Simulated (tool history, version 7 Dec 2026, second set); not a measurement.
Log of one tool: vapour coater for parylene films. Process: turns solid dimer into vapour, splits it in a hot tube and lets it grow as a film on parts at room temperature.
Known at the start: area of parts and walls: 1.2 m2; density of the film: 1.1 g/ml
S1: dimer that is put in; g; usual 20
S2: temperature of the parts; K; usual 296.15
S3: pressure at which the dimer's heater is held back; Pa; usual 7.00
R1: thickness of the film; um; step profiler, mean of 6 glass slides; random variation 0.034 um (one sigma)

run   hour  S1      S2     S3     R1
  1    0.0  20  296.15   7.00   7.81
  2   21.3  26  296.15   7.00  10.16
  3   40.4  22  296.15   7.00   8.56
  4   61.4  20  296.15   7.00   7.73
  5   75.4  20  296.15   9.88   7.29
  6   95.6  20  296.15   9.88   7.29
  7  104.9  20  296.15   2.21   9.32
  8  121.7  20  296.15  11.80   7.04
  9  142.0  20  296.15   7.00   7.65
 10  162.2  20  296.15   7.00   7.62
 11  181.6  20  296.15   7.00   7.59
 12  200.8  20  296.15   7.00   7.54
 13  212.0  20  296.15   7.00   7.58
 14  225.5  20  296.15   7.00   7.56
 15  235.8  20  296.15   7.00   7.54
 16  250.4  20  296.15   3.44   8.41
 17  261.9  20  296.15   2.28   8.97
 18  273.2  20  296.15  11.45   6.92
 19  282.3  20  296.15  11.45   6.91
 20  302.9  20  296.15   6.23   7.61
 21  317.6  20  296.15   7.00   7.40
     319.9  -- table's thermometer calibrated
 22  330.1   9  296.15   2.15   4.04
 23  351.0  15  292.15   2.15   7.47
 24  361.3  15  292.15   2.15   7.43
 25  372.6  15  289.15   3.17   7.62
     381.9  -- table's thermometer calibrated, once more
 26  386.8  15  294.15   7.98   5.68
 27  401.2  16  290.15   7.98   6.78
 28  418.2  21  296.15   7.98   7.54
 29  427.9  18  296.15   7.32   6.46
 30  447.3  18  296.15   7.32   6.46
 31  458.0  18  296.15   7.32   6.49
 32  469.7  10  296.15   7.00   3.60
     483.6  -- trap's valve overhauled
 33  489.6  10  296.15   7.00   4.01
 34  502.2  25  289.15  11.10  11.15
 35  520.1   9  296.15   2.69   4.16
 36  534.9  18  298.15   2.69   7.84
 37  549.9  28  296.15   7.00  11.06
 38  567.4  11  290.15  10.63   4.80
 39  578.3   9  294.15   4.17   4.07
 40  588.0   9  294.15   4.17   4.08
 41  598.6   9  288.15   7.28   4.39
 42  607.9  10  298.15   4.28   4.04

4 ways to go on from here, each from the tool as it stands after run 42. What would each give?
  A  627.7  17  296.15  7.00   ?
  B  627.7  28  293.15  3.53   ?
  C  627.7  10  294.15  4.28   ?
  D  627.7   9  299.15  4.28   ?

run     R1
  A   6.68
  B  13.17
  C   4.43
  D   3.49
Without the tool's hidden state the same runs would have given:
run     R1
  A   6.88
  B  13.56
  C   4.56
  D   3.59

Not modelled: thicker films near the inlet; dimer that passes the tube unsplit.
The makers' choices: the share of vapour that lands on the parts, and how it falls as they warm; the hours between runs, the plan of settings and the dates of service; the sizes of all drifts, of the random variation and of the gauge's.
